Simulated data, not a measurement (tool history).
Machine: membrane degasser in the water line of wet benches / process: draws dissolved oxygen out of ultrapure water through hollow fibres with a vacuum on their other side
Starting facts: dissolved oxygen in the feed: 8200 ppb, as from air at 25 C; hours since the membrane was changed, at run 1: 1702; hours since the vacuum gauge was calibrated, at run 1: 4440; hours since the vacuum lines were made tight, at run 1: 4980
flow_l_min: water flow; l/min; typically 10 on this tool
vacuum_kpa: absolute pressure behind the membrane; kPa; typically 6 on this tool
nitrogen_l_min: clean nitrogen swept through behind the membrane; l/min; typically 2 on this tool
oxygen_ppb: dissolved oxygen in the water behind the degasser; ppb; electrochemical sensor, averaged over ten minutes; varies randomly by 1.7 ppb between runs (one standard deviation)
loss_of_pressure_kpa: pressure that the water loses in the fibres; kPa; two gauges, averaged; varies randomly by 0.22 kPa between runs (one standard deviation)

run     day  flow_l_min  vacuum_kpa  nitrogen_l_min  hours since the membrane was changed  hours since the vacuum gauge was calibrated  hours since the vacuum lines were made tight  oxygen_ppb  loss_of_pressure_kpa
  1       0          10           6               2                                  1702                                         4440                                          4980       185.1                 53.59
  2   3.075          10           6               2                                  1776                                         4513                                          5054       186.3                  53.8
  3   6.021          10           6               2                                  1847                                         4584                                          5124         190                 54.13
  4   10.05          10           6               2                                  1943                                         4681                                          5221       186.8                 53.77
  5  14.475          10           6               2                                  2050                                         4787                                          5327       187.6                 54.01
  6  17.504          10           6               2                                  2122                                         4860                                          5400       189.2                 53.61
  7  20.154          10           6               2                                  2186                                         4923                                          5463       189.5                 53.68
       23.2  -- seals of the vacuum lines changed
  8  23.304          11           6               2                                  2260                                         4997                                             3       243.4                 59.14
  9  26.867          11           6               2                                  2345                                         5082                                            88       235.2                 58.97
 10  30.017          11           6               2                                  2421                                         5158                                           164       241.8                  59.5
 11  31.912          11           6               2                                  2466                                         5204                                           209       246.1                 59.99
 12  35.462          11           6               2                                  2551                                         5289                                           294       243.3                 59.48
 13  39.675          10           6            1.68                                  2652                                         5390                                           395         197                 54.26
 14  43.242          10           6            1.68                                  2738                                         5475                                           481       199.4                 54.11
 15  47.454          10        3.67               2                                  2839                                         5577                                           582       165.5                 54.27
 16  51.658          10        3.67               2                                  2940                                         5677                                           683       167.6                 53.97
 17  54.533          10        6.14            1.88                                  3009                                         5746                                           752         196                 54.82
 18  57.608          10        9.87               2                                  3083                                         5820                                           826       243.8                 54.17
 19   59.75          10        9.87               2                                  3134                                         5872                                           877       239.9                 54.82
 20  62.658          12        5.69               2                                  3204                                         5941                                           947       308.7                 65.62
 21  66.625          12        5.69               2                                  3299                                         6037                                          1042       303.6                 65.43
 22  69.112          12        5.61            2.12                                  3359                                         6096                                          1102       307.5                 65.74
     70.088  -- vacuum gauge calibrated
 23  73.438           9       12.28            2.12                                  3462                                           80                                          1205       214.1                 49.02
 24  75.542          10           6            4.68                                  3513                                          131                                          1256       179.2                 54.91
 25  79.008          10           6            4.68                                  3596                                          214                                          1339         175                 54.74
 26  82.438           8        3.61            3.55                                  3678                                          296                                          1421        79.4                 44.23
 27  85.246           8        3.61            3.55                                  3746                                          364                                          1489          79                 43.85
 28  88.362           8        5.86            2.15                                  3820                                          439                                          1563       103.2                 43.96
 29  90.625          12        5.86            1.36                                  3875                                          493                                          1618       332.3                 65.72
 30  93.617          12        5.86            1.36                                  3946                                          565                                          1689       330.5                 66.07
 31  96.554          12        5.86            1.36                                  4017                                          635                                          1760       332.5                 66.31

Describe how what the log doesn't record of the tool's condition differs between the last listed run preceding each entry between runs and the first listed run following it.
Logged between run 7 and run 8: seals of the vacuum lines changed (day 23.2)
  membrane still open, %: 97.4 -> 97.3; true pressure behind the membrane over the reading, kPa: 0.17 -> 0.18; air that leaks in behind the membrane, l/min: 0.0296 -> 0.002
  what was measured, less what the result would be without the hidden state, oxygen_ppb: +20 -> +22 ppb; loss_of_pressure_kpa: +1.4 -> +1.58 kPa
Logged between run 22 and run 23: vacuum gauge calibrated (day 70.088)
  membrane still open, %: 96 -> 95.9; true pressure behind the membrane over the reading, kPa: 0.22 -> 0.03; air that leaks in behind the membrane, l/min: 0.0076 -> 0.0082
  what was measured, less what the result would be without the hidden state, oxygen_ppb: +38.9 -> +21.3 ppb; loss_of_pressure_kpa: +2.6 -> +2.01 kPa
